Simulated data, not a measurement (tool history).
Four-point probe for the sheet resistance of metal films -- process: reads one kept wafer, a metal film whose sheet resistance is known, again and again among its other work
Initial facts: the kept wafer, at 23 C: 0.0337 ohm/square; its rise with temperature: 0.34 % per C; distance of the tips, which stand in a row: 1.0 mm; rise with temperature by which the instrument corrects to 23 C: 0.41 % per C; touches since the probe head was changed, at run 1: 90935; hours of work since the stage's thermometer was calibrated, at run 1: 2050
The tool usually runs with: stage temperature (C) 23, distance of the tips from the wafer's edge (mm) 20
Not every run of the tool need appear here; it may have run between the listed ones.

run	hour	stage temperature (C)	distance of the tips from the wafer's edge (mm)	touches since the probe head was changed	hours of work since the stage's thermometer was calibrated	sheet resistance as the instrument gives it (ohm/square)
1	0	23	20	90935	2050	0.034241
2	41.5	23	20	91910	2071	0.034221
3	135.6	32	20	94125	2121	0.034062
4	183.1	23	16	95241	2146	0.034274
5	250.9	27	20	96837	2182	0.034155
6	291	27	20	97780	2203	0.034159
7	386.3	19	20	100021	2253	0.034347
8	459.4	24	20	101741	2291	0.034245
9	501.2	24	20	102724	2313	0.034255
10	578.2	24	20	104535	2354	0.034252
11	666.7	24	20	106616	2400	0.034253
12	742.5	29	20	108399	2440	0.034162
13	827.7	29	20	110403	2485	0.034148
14	895.2	23	20	111991	2520	0.034288
15	968.9	23	20	113725	2559	0.034307
16	1056.5	23	20	115785	2605	0.034302
# hour 1061: stage's thermometer calibrated
17	1126.5	23	20	117418	34	0.03429
18	1184.8	23	5	118790	65	0.034973
19	1268.9	22	3	120769	109	0.036194
20	1349.7	33	5	122669	152	0.034762
21	1392.5	20	64	123676	174	0.034335
# hour 1423.2: new probe head fitted
22	1464.2	23	64	966	212	0.033528
23	1545.8	21	64	2885	254	0.033569
# hour 1561.6: stage's thermometer calibrated, once more
24	1603.2	21	59	4223	22	0.033723
25	1694.7	26	19	6375	70	0.033661
26	1742	31	4	7488	95	0.034607
27	1815.2	19	37	9210	133	0.033785
28	1887.8	19	16	10917	172	0.033864
29	1959.3	19	16	12599	209	0.033864
30	2022.2	19	16	14079	242	0.033855
31	2091.5	30	21	15709	279	0.033597
32	2146.8	30	21	17009	308	0.033609
33	2229	30	21	18941	351	0.03361
34	2298.7	29	20	20582	388	0.033629
35	2356.7	23	45	21946	418	0.033746

A few steps of sheet resistance as the instrument gives it (ohm/square) between consecutive runs. Split each: what settings, incoming material and random variation would produce without the hidden state, and what is left over for the hidden state, along with gauge scatter present in only one of the two compared results (measured, and without hidden state):
Hidden state at play: inner tips' distance over the nominal, %; tips' flats over new ones', %; wafer's true temperature over the reading, C; drift of the gauge itself on sheet_ohm, %.
Run 16 -> 17: stage's thermometer calibrated. sheet resistance as the instrument gives it (ohm/square) -0.000012: hidden state -0.000027, all else +0.000015.
Run 18 -> 19: stage temperature (C) 23 -> 22, distance of the tips from the wafer's edge (mm) 5 -> 3. sheet resistance as the instrument gives it (ohm/square) +0.001221: hidden state +0.000022, all else +0.001199.
Run 19 -> 20: stage temperature (C) 22 -> 33, distance of the tips from the wafer's edge (mm) 3 -> 5. sheet resistance as the instrument gives it (ohm/square) -0.001432: hidden state -0.000009, all else -0.001423.
Run 21 -> 22: stage temperature (C) 20 -> 23, new probe head fitted. sheet resistance as the instrument gives it (ohm/square) -0.000807: hidden state -0.000743, all else -0.000064.
Run 23 -> 24: distance of the tips from the wafer's edge (mm) 64 -> 59, stage's thermometer calibrated, once more. sheet resistance as the instrument gives it (ohm/square) +0.000154: hidden state +0.000148, all else +0.000006.
Run 25 -> 26: stage temperature (C) 26 -> 31, distance of the tips from the wafer's edge (mm) 19 -> 4. sheet resistance as the instrument gives it (ohm/square) +0.000946: hidden state +0.000002, all else +0.000944.
